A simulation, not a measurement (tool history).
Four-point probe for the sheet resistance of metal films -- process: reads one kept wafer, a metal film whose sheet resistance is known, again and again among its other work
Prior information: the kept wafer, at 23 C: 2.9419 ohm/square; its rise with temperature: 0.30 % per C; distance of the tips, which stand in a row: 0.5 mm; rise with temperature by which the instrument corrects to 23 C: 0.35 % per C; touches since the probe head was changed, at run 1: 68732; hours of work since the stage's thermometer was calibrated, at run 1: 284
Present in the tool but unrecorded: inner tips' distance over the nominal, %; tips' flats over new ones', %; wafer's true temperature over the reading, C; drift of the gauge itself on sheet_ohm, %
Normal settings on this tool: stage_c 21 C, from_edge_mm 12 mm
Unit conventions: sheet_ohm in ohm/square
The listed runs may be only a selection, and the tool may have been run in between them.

run     day  stage_c  from_edge_mm  touches since the probe head was changed  hours of work since the stage's thermometer was calibrated  sheet_ohm
  1       0       21            12                                     68732                                                         284   2.943255
  2   0.962       21            33                                     70295                                                         302   2.941097
  3   1.575       21             7                                     71285                                                         313    2.94898
  4   2.542       21             7                                     72856                                                         331    2.94858
  5    3.65       21            12                                     74653                                                         351   2.943244
  6   4.633       21            12                                     76246                                                         369   2.943566
  7   5.404       21            12                                     77497                                                         383   2.943894
  8   6.012       21            12                                     78481                                                         394    2.94426
  9   6.608       22            12                                     79449                                                         405   2.942913
 10   7.283       28            12                                     80546                                                         418   2.934622
 11   8.038       28            12                                     81769                                                         431   2.934629
 12   8.617       21            12                                     82707                                                         442   2.944342
 13   9.138       21            12                                     83551                                                         452   2.943104
 14   9.879       27             4                                     84757                                                         465   2.957306
 15  10.721       23            43                                     86122                                                         481    2.93879
 16  11.688       23            43                                     87692                                                         499   2.939098
 17   12.15       23             3                                     88437                                                         507   2.981687
 18  13.088       23             3                                     89958                                                         524   2.983172
 19  14.017       23             3                                     91468                                                         541   2.981849
 20  15.025       20             6                                     93103                                                         560   2.953799
 21  15.504       27            18                                     93883                                                         569   2.934788
 22  16.254       21             4                                     95094                                                         582   2.965688
 23  17.062       21             4                                     96407                                                         597   2.965122
 24  18.175       18             5                                     98214                                                         618   2.960603
 25  18.667       18             5                                     99014                                                         627    2.96228
 26   19.45       21             4                                    100282                                                         641   2.966538

The same runs without the tool's hidden state, with the same run-to-run variation:
run  sheet_ohm
  1   2.947102
  2   2.944891
  3   2.952744
  4   2.952272
  5   2.946863
  6   2.947135
  7   2.947416
  8   2.947752
  9   2.946368
 10   2.937987
 11   2.937954
 12   2.947697
 13   2.946434
 14    2.96057
 15   2.942019
 16   2.942265
 17   2.984867
 18   2.986293
 19   2.984912
 20   2.956794
 21   2.937685
 22   2.968628
 23   2.968008
 24   2.963431
 25   2.965085
 26   2.969274
